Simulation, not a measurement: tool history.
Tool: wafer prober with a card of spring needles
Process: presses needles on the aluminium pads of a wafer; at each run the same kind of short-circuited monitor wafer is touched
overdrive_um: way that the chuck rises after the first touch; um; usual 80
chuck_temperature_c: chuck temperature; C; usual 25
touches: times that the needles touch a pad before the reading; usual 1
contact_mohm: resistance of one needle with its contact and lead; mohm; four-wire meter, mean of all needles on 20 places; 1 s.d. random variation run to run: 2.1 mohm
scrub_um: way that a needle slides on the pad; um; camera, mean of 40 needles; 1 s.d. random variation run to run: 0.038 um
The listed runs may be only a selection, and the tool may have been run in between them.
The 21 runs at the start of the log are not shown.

{"hour": 421.8, "done": "tips cleaned on abrasive film"}
{"hour": 439.2, "done": "tips cleaned on abrasive film"}
{"run": 22, "hour": 442.6, "overdrive_um": 66, "chuck_temperature_c": 48, "touches": 1, "contact_mohm": 236, "scrub_um": 17.72}
{"hour": 456.4, "done": "tips cleaned on abrasive film"}
{"run": 23, "hour": 461.6, "overdrive_um": 98, "chuck_temperature_c": 62, "touches": 2, "contact_mohm": 239, "scrub_um": 26.39}
{"hour": 474.3, "done": "tips cleaned on abrasive film"}
{"run": 24, "hour": 486.2, "overdrive_um": 66, "chuck_temperature_c": 25, "touches": 1, "contact_mohm": 234, "scrub_um": 17.78}
{"hour": 493.0, "done": "tips cleaned on abrasive film"}
{"hour": 511.5, "done": "tips cleaned on abrasive film"}
{"run": 25, "hour": 511.5, "overdrive_um": 66, "chuck_temperature_c": 94, "touches": 2, "contact_mohm": 250, "scrub_um": 17.76}
{"run": 26, "hour": 526.1, "overdrive_um": 73, "chuck_temperature_c": 57, "touches": 1, "contact_mohm": 239, "scrub_um": 19.68}
{"hour": 528.9, "done": "tips cleaned on abrasive film"}
{"hour": 536.3, "done": "gauge calibrated"}
{"hour": 546.8, "done": "tips cleaned on abrasive film"}
{"run": 27, "hour": 546.8, "overdrive_um": 70, "chuck_temperature_c": 95, "touches": 2, "contact_mohm": 251, "scrub_um": 18.52}
{"hour": 565.0, "done": "tips cleaned on abrasive film"}
{"run": 28, "hour": 570.3, "overdrive_um": 80, "chuck_temperature_c": 84, "touches": 2, "contact_mohm": 246, "scrub_um": 21.18}
{"hour": 581.9, "done": "tips cleaned on abrasive film"}
{"run": 29, "hour": 594.7, "overdrive_um": 80, "chuck_temperature_c": 84, "touches": 2, "contact_mohm": 247, "scrub_um": 21.16}
{"hour": 598.9, "done": "tips cleaned on abrasive film"}
{"hour": 617.7, "done": "tips cleaned on abrasive film"}
{"run": 30, "hour": 622.5, "overdrive_um": 80, "chuck_temperature_c": 84, "touches": 2, "contact_mohm": 249, "scrub_um": 21.14}
{"hour": 635.4, "done": "tips cleaned on abrasive film"}
{"run": 31, "hour": 647.5, "overdrive_um": 80, "chuck_temperature_c": 62, "touches": 1, "contact_mohm": 243, "scrub_um": 21.24}
{"hour": 653.5, "done": "tips cleaned on abrasive film"}
{"hour": 671.4, "done": "tips cleaned on abrasive film"}
{"run": 32, "hour": 675.9, "overdrive_um": 80, "chuck_temperature_c": 25, "touches": 2, "contact_mohm": 230, "scrub_um": 21.31}

What if the next run were any one of these 4? Each begins from the tool's condition after run 32:
{"hour": 689.0, "done": "tips cleaned on abrasive film"}
{"run": "A", "hour": 693.4, "overdrive_um": 64, "chuck_temperature_c": 70, "touches": 2, "contact_mohm": "?", "scrub_um": "?"}
{"hour": 689.0, "done": "tips cleaned on abrasive film"}
{"run": "B", "hour": 693.4, "overdrive_um": 80, "chuck_temperature_c": 81, "touches": 2, "contact_mohm": "?", "scrub_um": "?"}
{"hour": 689.0, "done": "tips cleaned on abrasive film"}
{"run": "C", "hour": 693.4, "overdrive_um": 80, "chuck_temperature_c": 29, "touches": 2, "contact_mohm": "?", "scrub_um": "?"}
{"hour": 689.0, "done": "tips cleaned on abrasive film"}
{"run": "D", "hour": 693.4, "overdrive_um": 79, "chuck_temperature_c": 43, "touches": 1, "contact_mohm": "?", "scrub_um": "?"}

run=A contact_mohm=248 scrub_um=16.95
run=B contact_mohm=246 scrub_um=21.26
run=C contact_mohm=232 scrub_um=21.28
run=D contact_mohm=239 scrub_um=21.07
With no hidden state in the tool, these same runs would have given:
run=A contact_mohm=248 scrub_um=16.86
run=B contact_mohm=246 scrub_um=21.14
run=C contact_mohm=232 scrub_um=21.16
run=D contact_mohm=238 scrub_um=20.95

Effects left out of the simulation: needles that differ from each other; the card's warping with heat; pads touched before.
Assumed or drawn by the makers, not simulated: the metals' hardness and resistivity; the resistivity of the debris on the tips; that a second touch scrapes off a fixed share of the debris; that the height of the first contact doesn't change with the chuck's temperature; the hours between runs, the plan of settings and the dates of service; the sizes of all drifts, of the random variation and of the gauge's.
